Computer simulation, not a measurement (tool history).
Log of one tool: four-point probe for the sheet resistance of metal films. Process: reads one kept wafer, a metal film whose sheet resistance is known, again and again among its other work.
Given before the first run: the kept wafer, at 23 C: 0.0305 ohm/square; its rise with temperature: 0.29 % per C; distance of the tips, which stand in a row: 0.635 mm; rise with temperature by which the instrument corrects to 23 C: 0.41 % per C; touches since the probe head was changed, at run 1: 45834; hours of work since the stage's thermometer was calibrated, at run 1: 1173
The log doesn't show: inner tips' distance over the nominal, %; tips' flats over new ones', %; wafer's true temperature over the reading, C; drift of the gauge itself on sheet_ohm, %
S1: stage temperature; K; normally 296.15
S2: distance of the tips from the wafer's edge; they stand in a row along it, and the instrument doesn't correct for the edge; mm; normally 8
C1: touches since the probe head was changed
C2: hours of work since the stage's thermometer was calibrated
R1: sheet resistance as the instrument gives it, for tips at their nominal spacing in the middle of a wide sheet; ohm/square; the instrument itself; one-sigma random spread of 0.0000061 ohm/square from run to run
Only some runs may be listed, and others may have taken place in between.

{"run": 1, "hour": 0.0, "S1": 296.15, "S2": 8, "C1": 45834, "C2": 1173, "R1": 0.030708}
{"run": 2, "hour": 37.0, "S1": 296.15, "S2": 10, "C1": 47416, "C2": 1198, "R1": 0.030681}
{"run": 3, "hour": 54.3, "S1": 296.15, "S2": 12, "C1": 48154, "C2": 1210, "R1": 0.030651}
{"run": 4, "hour": 83.1, "S1": 296.15, "S2": 12, "C1": 49382, "C2": 1230, "R1": 0.030653}
{"run": 5, "hour": 101.7, "S1": 295.15, "S2": 8, "C1": 50176, "C2": 1242, "R1": 0.030759}
{"run": 6, "hour": 132.3, "S1": 295.15, "S2": 8, "C1": 51480, "C2": 1263, "R1": 0.030767}
{"run": 7, "hour": 161.0, "S1": 296.15, "S2": 3, "C1": 52706, "C2": 1283, "R1": 0.03134}
{"run": 8, "hour": 189.7, "S1": 296.15, "S2": 3, "C1": 53932, "C2": 1302, "R1": 0.031349}
{"run": 9, "hour": 218.2, "S1": 296.15, "S2": 8, "C1": 55150, "C2": 1322, "R1": 0.030735}
{"run": 10, "hour": 252.5, "S1": 296.15, "S2": 8, "C1": 56612, "C2": 1345, "R1": 0.030728}
{"run": 11, "hour": 276.0, "S1": 296.15, "S2": 8, "C1": 57617, "C2": 1361, "R1": 0.030722}
{"run": 12, "hour": 311.8, "S1": 296.15, "S2": 8, "C1": 59146, "C2": 1385, "R1": 0.03073}
{"run": 13, "hour": 338.8, "S1": 298.15, "S2": 8, "C1": 60299, "C2": 1404, "R1": 0.030673}
{"hour": 342.8, "done": "stage's thermometer calibrated"}
{"run": 14, "hour": 376.6, "S1": 296.15, "S2": 68, "C1": 61891, "C2": 23, "R1": 0.030653}
{"hour": 399.4, "done": "stage's thermometer calibrated, once more"}
{"run": 15, "hour": 415.7, "S1": 296.15, "S2": 68, "C1": 63539, "C2": 11, "R1": 0.03059}
{"run": 16, "hour": 442.1, "S1": 302.15, "S2": 59, "C1": 64667, "C2": 29, "R1": 0.030376}
{"run": 17, "hour": 460.8, "S1": 302.15, "S2": 42, "C1": 65464, "C2": 42, "R1": 0.030388}
{"run": 18, "hour": 488.8, "S1": 302.15, "S2": 42, "C1": 66661, "C2": 61, "R1": 0.030387}
{"run": 19, "hour": 529.0, "S1": 301.15, "S2": 21, "C1": 68376, "C2": 88, "R1": 0.03044}
{"run": 20, "hour": 561.2, "S1": 292.15, "S2": 28, "C1": 69748, "C2": 110, "R1": 0.030763}
{"run": 21, "hour": 600.1, "S1": 294.15, "S2": 5, "C1": 71409, "C2": 137, "R1": 0.030955}
{"run": 22, "hour": 629.4, "S1": 294.15, "S2": 5, "C1": 72660, "C2": 156, "R1": 0.030963}
{"run": 23, "hour": 652.7, "S1": 294.15, "S2": 5, "C1": 73656, "C2": 172, "R1": 0.030961}
{"run": 24, "hour": 669.3, "S1": 296.15, "S2": 7, "C1": 74363, "C2": 184, "R1": 0.030758}
{"run": 25, "hour": 690.0, "S1": 294.15, "S2": 22, "C1": 75249, "C2": 198, "R1": 0.030706}
{"run": 26, "hour": 708.9, "S1": 292.15, "S2": 17, "C1": 76057, "C2": 211, "R1": 0.030803}
{"run": 27, "hour": 740.5, "S1": 292.15, "S2": 17, "C1": 77403, "C2": 232, "R1": 0.030805}
{"run": 28, "hour": 773.8, "S1": 292.15, "S2": 17, "C1": 78826, "C2": 255, "R1": 0.03081}
{"run": 29, "hour": 808.4, "S1": 302.15, "S2": 16, "C1": 80304, "C2": 278, "R1": 0.030442}

Branching from run 29: 4 alternative next runs. What would each branch give?
{"run": "A", "hour": 829.5, "S1": 302.15, "S2": 43, "C1": 81203, "C2": 293, "R1": "?"}
{"run": "B", "hour": 829.5, "S1": 296.15, "S2": 51, "C1": 81203, "C2": 293, "R1": "?"}
{"run": "C", "hour": 829.5, "S1": 305.15, "S2": 16, "C1": 81203, "C2": 293, "R1": "?"}
{"run": "D", "hour": 829.5, "S1": 301.15, "S2": 10, "C1": 81203, "C2": 293, "R1": "?"}

run=A R1=0.030414
run=B R1=0.030636
run=C R1=0.030339
run=D R1=0.030511
Stripped of hidden state, with their random variation kept, the same runs would have yielded:
run=A R1=0.03028
run=B R1=0.030501
run=C R1=0.030206
run=D R1=0.030378

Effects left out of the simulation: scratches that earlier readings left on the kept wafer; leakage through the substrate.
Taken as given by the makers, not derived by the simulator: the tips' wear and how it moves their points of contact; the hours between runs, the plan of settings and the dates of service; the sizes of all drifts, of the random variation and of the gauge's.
